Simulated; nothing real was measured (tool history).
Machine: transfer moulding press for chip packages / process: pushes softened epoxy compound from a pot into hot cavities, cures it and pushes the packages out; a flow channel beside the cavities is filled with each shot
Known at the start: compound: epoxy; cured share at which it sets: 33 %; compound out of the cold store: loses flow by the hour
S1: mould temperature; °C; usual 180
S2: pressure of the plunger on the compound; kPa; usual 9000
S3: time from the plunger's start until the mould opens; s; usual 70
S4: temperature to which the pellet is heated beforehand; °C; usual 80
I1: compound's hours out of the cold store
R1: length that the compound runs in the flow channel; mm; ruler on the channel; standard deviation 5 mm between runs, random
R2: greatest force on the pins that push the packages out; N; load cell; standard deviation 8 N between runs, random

Run 1, hour 0: usual settings; I1 40.6. Result: R1 738 mm, R2 346 N.
Run 2, hour 4.5: usual settings but S2 7710 kPa; I1 31.2. Result: R1 720 mm, R2 420 N.
Run 3, hour 12.7: usual settings; I1 26.1. Result: R1 795 mm, R2 516 N.
Run 4, hour 17.3: usual settings; I1 43.8. Result: R1 721 mm, R2 554 N.
At hour 26.8: plunger's sealing rings changed.
Run 5, hour 28.1: usual settings; I1 23.8. Result: R1 833 mm, R2 663 N.
Run 6, hour 36.7: usual settings; I1 46.4. Result: R1 734 mm, R2 656 N.
Run 7, hour 40.4: usual settings; I1 32.3. Result: R1 788 mm, R2 730 N.
Run 8, hour 49.2: usual settings; I1 41.5. Result: R1 754 mm, R2 725 N.
Run 9, hour 56.5: usual settings but S2 10380 kPa; I1 45. Result: R1 790 mm, R2 747 N.
Run 10, hour 64: usual settings but S2 10380 kPa; I1 31.5. Result: R1 854 mm, R2 742 N.
At hour 68.3: cavities cleaned with cleaning compound and waxed.
Run 11, hour 72.1: usual settings but S2 10380 kPa; I1 20. Result: R1 917 mm, R2 443 N.
Run 12, hour 76.1: usual settings but S2 10380 kPa; I1 24.3. Result: R1 887 mm, R2 503 N.
Run 13, hour 85: usual settings but S4 86 °C; I1 35.8. Result: R1 772 mm, R2 550 N.
Run 14, hour 89.8: usual settings but S4 78 °C; I1 21.8. Result: R1 835 mm, R2 635 N.
Run 15, hour 97.7: usual settings but S4 78 °C; I1 13.3. Result: R1 881 mm, R2 729 N.
Run 16, hour 102.4: usual settings but S1 183 °C, S4 74 °C; I1 20.5. Result: R1 831 mm, R2 607 N.
Run 17, hour 109.1: usual settings but S1 175 °C, S2 7920 kPa, S3 68 s, S4 90 °C; I1 10.9. Result: R1 856 mm, R2 1199 N.

What will run 18 give?
Run 18, hour 115.7: usual settings but S1 175 °C, S2 7920 kPa, S3 68 s, S4 90 °C; I1 45. Result: R1 ?, R2 ?.

{"run 18": {"R1": 703, "R2": 1015}}
With the hidden condition absent and the run-to-run variation left alone, this run would have shown R1 709 mm, R2 493 N.
